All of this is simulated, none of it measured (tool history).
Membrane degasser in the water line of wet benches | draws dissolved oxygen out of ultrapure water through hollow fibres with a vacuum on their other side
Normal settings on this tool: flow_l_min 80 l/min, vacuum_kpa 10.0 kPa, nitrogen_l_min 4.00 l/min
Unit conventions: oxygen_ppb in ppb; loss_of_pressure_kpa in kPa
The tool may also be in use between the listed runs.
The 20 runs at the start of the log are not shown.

{"run": 21, "hour": 2037.8, "flow_l_min": 80, "vacuum_kpa": 10.0, "nitrogen_l_min": 1.7, "oxygen_ppb": 764.6, "loss_of_pressure_kpa": 33.15}
{"hour": 2119.7, "done": "vacuum gauge calibrated, once more"}
{"run": 22, "hour": 2174.8, "flow_l_min": 80, "vacuum_kpa": 10.0, "nitrogen_l_min": 1.7, "oxygen_ppb": 733.5, "loss_of_pressure_kpa": 33.2}
{"run": 23, "hour": 2237.4, "flow_l_min": 80, "vacuum_kpa": 10.0, "nitrogen_l_min": 1.7, "oxygen_ppb": 729.2, "loss_of_pressure_kpa": 33.19}
{"run": 24, "hour": 2340.0, "flow_l_min": 80, "vacuum_kpa": 10.0, "nitrogen_l_min": 1.7, "oxygen_ppb": 734.7, "loss_of_pressure_kpa": 33.35}
{"run": 25, "hour": 2434.1, "flow_l_min": 61, "vacuum_kpa": 19.6, "nitrogen_l_min": 1.61, "oxygen_ppb": 1178.1, "loss_of_pressure_kpa": 25.43}
{"run": 26, "hour": 2541.5, "flow_l_min": 61, "vacuum_kpa": 7.5, "nitrogen_l_min": 9.93, "oxygen_ppb": 140.4, "loss_of_pressure_kpa": 25.24}
{"run": 27, "hour": 2690.3, "flow_l_min": 113, "vacuum_kpa": 19.1, "nitrogen_l_min": 7.14, "oxygen_ppb": 888.9, "loss_of_pressure_kpa": 47.18}
{"run": 28, "hour": 2834.9, "flow_l_min": 112, "vacuum_kpa": 14.9, "nitrogen_l_min": 4.0, "oxygen_ppb": 980.7, "loss_of_pressure_kpa": 46.78}
{"run": 29, "hour": 2983.3, "flow_l_min": 112, "vacuum_kpa": 14.9, "nitrogen_l_min": 4.0, "oxygen_ppb": 973.0, "loss_of_pressure_kpa": 46.79}
{"run": 30, "hour": 3115.4, "flow_l_min": 112, "vacuum_kpa": 14.9, "nitrogen_l_min": 4.0, "oxygen_ppb": 976.2, "loss_of_pressure_kpa": 47.01}
{"run": 31, "hour": 3253.4, "flow_l_min": 90, "vacuum_kpa": 6.1, "nitrogen_l_min": 4.0, "oxygen_ppb": 366.9, "loss_of_pressure_kpa": 37.48}

Here are 3 independent what-if runs from the current tool condition. What would each one return?
{"run": "A", "hour": 3339.4, "flow_l_min": 80, "vacuum_kpa": 7.3, "nitrogen_l_min": 7.42, "oxygen_ppb": "?", "loss_of_pressure_kpa": "?"}
{"run": "B", "hour": 3339.4, "flow_l_min": 59, "vacuum_kpa": 6.1, "nitrogen_l_min": 2.18, "oxygen_ppb": "?", "loss_of_pressure_kpa": "?"}
{"run": "C", "hour": 3339.4, "flow_l_min": 80, "vacuum_kpa": 8.0, "nitrogen_l_min": 4.0, "oxygen_ppb": "?", "loss_of_pressure_kpa": "?"}

run=A oxygen_ppb=269.0 loss_of_pressure_kpa=33.33
run=B oxygen_ppb=240.2 loss_of_pressure_kpa=24.69
run=C oxygen_ppb=382.5 loss_of_pressure_kpa=33.41
With the hidden condition removed and each run's random variation left untouched, the same runs would have given:
run=A oxygen_ppb=248.2 loss_of_pressure_kpa=32.33
run=B oxygen_ppb=225.9 loss_of_pressure_kpa=23.95
run=C oxygen_ppb=359.9 loss_of_pressure_kpa=32.41
